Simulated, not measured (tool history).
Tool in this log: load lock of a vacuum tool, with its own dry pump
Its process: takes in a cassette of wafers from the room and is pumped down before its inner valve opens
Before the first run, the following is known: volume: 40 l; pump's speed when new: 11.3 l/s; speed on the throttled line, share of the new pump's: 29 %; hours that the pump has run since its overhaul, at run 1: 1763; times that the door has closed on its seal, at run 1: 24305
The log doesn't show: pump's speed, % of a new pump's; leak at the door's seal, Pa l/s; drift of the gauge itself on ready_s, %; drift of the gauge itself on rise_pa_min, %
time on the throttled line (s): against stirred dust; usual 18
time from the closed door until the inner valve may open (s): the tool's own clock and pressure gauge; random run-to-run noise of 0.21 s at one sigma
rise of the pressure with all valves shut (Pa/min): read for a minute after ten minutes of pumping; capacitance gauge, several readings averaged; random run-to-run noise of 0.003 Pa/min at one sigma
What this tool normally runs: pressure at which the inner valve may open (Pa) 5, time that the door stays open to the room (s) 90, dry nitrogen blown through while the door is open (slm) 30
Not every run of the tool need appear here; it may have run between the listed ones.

run	hour	time on the throttled line (s)	pressure at which the inner valve may open (Pa)	time that the door stays open to the room (s)	dry nitrogen blown through while the door is open (slm)	hours that the pump has run since its overhaul	times that the door has closed on its seal	incoming humidity of the room's air, %	time from the closed door until the inner valve may open (s)	rise of the pressure with all valves shut (Pa/min)
1	0	18	5	90	30	1763	24305	44.8	49.1	0.287
2	161.7	18	9	90	30	1925	24977	45.3	46.7	0.301
3	259.1	18	9	90	30	2022	25383	45.5	46.8	0.307
4	368	18	9	90	30	2131	25836	45.7	47.3	0.311
5	549.3	18	5	90	4	2313	26589	48.5	49.3	0.352
6	637.7	18	5	90	30	2401	26957	47.2	49.3	0.343
7	754.1	18	5	90	30	2517	27442	43.7	49.4	0.34
8	945.7	18	5	90	30	2709	28239	41.1	49.5	0.351
9	1133.1	18	5	90	30	2896	29018	46.4	49	0.367
# hour 1188.9: door's seal changed, seat wiped
10	1223.2	18	5	90	30	2985	143	47.6	49.5	0.039
11	1310.6	18	5	90	30	3072	506	43.3	49.5	0.041
12	1419.8	18	5	90	30	3182	960	44.8	49.4	0.041
13	1583.4	18	5	90	22	3345	1641	44.3	49.7	0.048
14	1752.6	18	5	90	22	3514	2345	43.9	49.5	0.045
15	1900.8	18	5	90	30	3663	2961	40.3	49.5	0.051
16	2101.2	18	5	90	30	3863	3795	41.8	49.7	0.05
17	2303.2	18	5	90	30	4065	4635	48.5	49.4	0.056
18	2461.6	18	5	90	30	4223	5294	45.1	49.8	0.056
19	2602.7	31	5	48	24	4364	5881	43.9	58.8	0.058
20	2787.6	31	5	48	24	4549	6650	43.8	58.8	0.062
21	2903.9	18	5	90	25	4666	7134	38.9	49.9	0.072
22	3105.3	14	9	90	30	4867	7972	44	44.9	0.075
23	3300.4	14	7	109	30	5062	8783	41.5	45.7	0.09
24	3405.6	20	7	27	23	5167	9221	43.4	50.1	0.073
25	3563.8	18	9	90	12	5326	9879	45.9	47.7	0.113
26	3719.6	9	5	40	30	5481	10527	45.2	44	0.089
27	3809.9	31	10	29	38	5572	10902	45.6	56.1	0.084
28	3962.3	11	6	60	30	5724	11536	47.8	44.9	0.103
29	4120	11	6	60	30	5882	12192	45.3	45.1	0.108
30	4263.6	11	6	60	30	6025	12789	41.1	44.8	0.113

Run 31 comes next. What will it give?
31	4377.6	11	6	60	30	6139	13264	41.2	?	?

time from the closed door until the inner valve may open (s): 44.9
rise of the pressure with all valves shut (Pa/min): 0.116
Were there no unlogged condition in the tool, this run, its random variation unchanged, would have produced time from the closed door until the inner valve may open (s) 42.7, rise of the pressure with all valves shut (Pa/min) 0.031.
